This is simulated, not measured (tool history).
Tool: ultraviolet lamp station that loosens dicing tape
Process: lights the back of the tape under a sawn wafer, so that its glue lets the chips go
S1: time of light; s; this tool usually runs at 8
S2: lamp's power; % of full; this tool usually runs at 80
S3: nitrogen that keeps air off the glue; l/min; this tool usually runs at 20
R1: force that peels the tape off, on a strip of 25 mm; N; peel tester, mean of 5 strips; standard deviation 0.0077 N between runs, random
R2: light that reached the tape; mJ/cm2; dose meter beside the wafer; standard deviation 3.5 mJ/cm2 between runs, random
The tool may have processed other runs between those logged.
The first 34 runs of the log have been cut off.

Run 35, hour 252.2: usual settings but S1 11 s, S2 76 % of full, S3 17 l/min. Result: R1 0.285 N, R2 608 mJ/cm2.
Run 36, hour 260.9: usual settings but S1 6 s. Result: R1 0.766 N, R2 345 mJ/cm2.
Run 37, hour 268.9: usual settings but S1 14 s, S2 69 % of full, S3 29 l/min. Result: R1 0.216 N, R2 697 mJ/cm2.
Run 38, hour 276.7: usual settings but S1 11 s, S2 79 % of full, S3 13 l/min. Result: R1 0.311 N, R2 624 mJ/cm2.
Run 39, hour 281.5: usual settings but S1 11 s, S2 79 % of full, S3 13 l/min. Result: R1 0.328 N, R2 623 mJ/cm2.
Run 40, hour 287.6: usual settings but S1 6 s, S2 75 % of full, S3 23 l/min. Result: R1 0.838 N, R2 325 mJ/cm2.
Run 41, hour 294.2: usual settings but S1 6 s, S2 73 % of full, S3 23 l/min. Result: R1 0.829 N, R2 313 mJ/cm2.
Run 42, hour 299.2: usual settings but S1 6 s. Result: R1 0.758 N, R2 337 mJ/cm2.

Below are 4 alternative next runs, each starting from the tool's condition after run 42. Predict each:
Run A, hour 304.2: usual settings but S1 6 s, S2 66 % of full, S3 23 l/min. Result: R1 ?, R2 ?.
Run B, hour 304.2: usual settings but S1 6 s, S2 88 % of full. Result: R1 ?, R2 ?.
Run C, hour 304.2: usual settings but S1 5 s, S3 23 l/min. Result: R1 ?, R2 ?.
Run D, hour 304.2: usual settings but S1 6 s, S2 88 % of full, S3 11 l/min. Result: R1 ?, R2 ?.

run     R1   R2
  A  1.061  282
  B  0.646  368
  C  1.063  285
  D  0.987  371
What these runs would have given with no unlogged condition in the tool:
run     R1   R2
  A  0.671  352
  B  0.408  461
  C  0.672  356
  D  0.619  464
